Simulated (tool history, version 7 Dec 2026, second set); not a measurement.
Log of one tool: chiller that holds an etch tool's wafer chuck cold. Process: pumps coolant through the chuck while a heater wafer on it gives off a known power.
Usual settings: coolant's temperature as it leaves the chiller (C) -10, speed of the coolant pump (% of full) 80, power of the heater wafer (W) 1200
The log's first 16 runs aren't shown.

| run | hour | coolant's temperature as it leaves the chiller (C) | speed of the coolant pump (% of full) | power of the heater wafer (W) | hours since the coolant was changed and the channels were flushed | hours since the pump was overhauled | hours since the chiller's thermometer was calibrated | chuck's temperature once it has settled (C) | how much warmer the coolant comes back (C) |
|---|---|---|---|---|---|---|---|---|---|
| 17 | 1646.3 | -14 | 86 | 1200 | 5402 | 4570 | 3193 | -5.9 | 2.61 |
| 18 | 1721.0 | -14 | 86 | 1200 | 5477 | 4645 | 3268 | -6.1 | 2.56 |
| 19 | 1775.6 | -14 | 86 | 1200 | 5531 | 4700 | 3322 | -6.1 | 2.59 |
| 20 | 1824.6 | -14 | 86 | 1200 | 5580 | 4749 | 3371 | -5.9 | 2.60 |
| 21 | 1935.4 | -6 | 68 | 1648 | 5691 | 4860 | 3482 | 7.2 | 4.54 |
| 22 | 2001.9 | -6 | 68 | 1648 | 5758 | 4926 | 3548 | 7.1 | 4.60 |
| 23 | 2108.3 | -19 | 89 | 613 | 5864 | 5032 | 3655 | -15.1 | 1.16 |
| 24 | 2169.9 | -19 | 89 | 613 | 5926 | 5094 | 3716 | -14.9 | 1.18 |
| 25 | 2260.4 | -1 | 88 | 1200 | 6016 | 5185 | 3807 | 7.0 | 2.50 |
|  | 2277.1 | gauge calibrated |
| 26 | 2364.5 | -15 | 80 | 822 | 6120 | 5289 | 3911 | -9.1 | 2.00 |
| 27 | 2483.4 | -16 | 68 | 1709 | 6239 | 5408 | 4030 | -2.5 | 4.91 |
| 28 | 2557.1 | -16 | 68 | 1709 | 6313 | 5481 | 4104 | -2.4 | 4.88 |
| 29 | 2632.0 | -16 | 70 | 1709 | 6388 | 5556 | 4179 | -2.5 | 4.73 |
| 30 | 2721.9 | -9 | 75 | 971 | 6478 | 5646 | 4268 | -1.7 | 2.52 |
| 31 | 2820.6 | -19 | 80 | 1229 | 6576 | 5745 | 4367 | -10.3 | 2.92 |

4 ways to go on from here, each from the tool as it stands after run 31. What would each give?
| A | 2923.3 | -13 | 63 | 1200 | 6679 | 5848 | 4470 | ? | ? |
| B | 2923.3 | -19 | 61 | 1229 | 6679 | 5848 | 4470 | ? | ? |
| C | 2923.3 | -11 | 70 | 782 | 6679 | 5848 | 4470 | ? | ? |
| D | 2923.3 | -18 | 95 | 1229 | 6679 | 5848 | 4470 | ? | ? |

| run | chuck's temperature once it has settled (C) | how much warmer the coolant comes back (C) |
|---|---|---|
| A | -2.9 | 3.74 |
| B | -8.4 | 3.94 |
| C | -5.0 | 2.12 |
| D | -10.5 | 2.50 |
Without the tool's hidden state the same runs would have given:
| run | chuck's temperature once it has settled (C) | how much warmer the coolant comes back (C) |
|---|---|---|
| A | -2.9 | 3.79 |
| B | -8.5 | 3.99 |
| C | -5.0 | 2.17 |
| D | -10.5 | 2.55 |
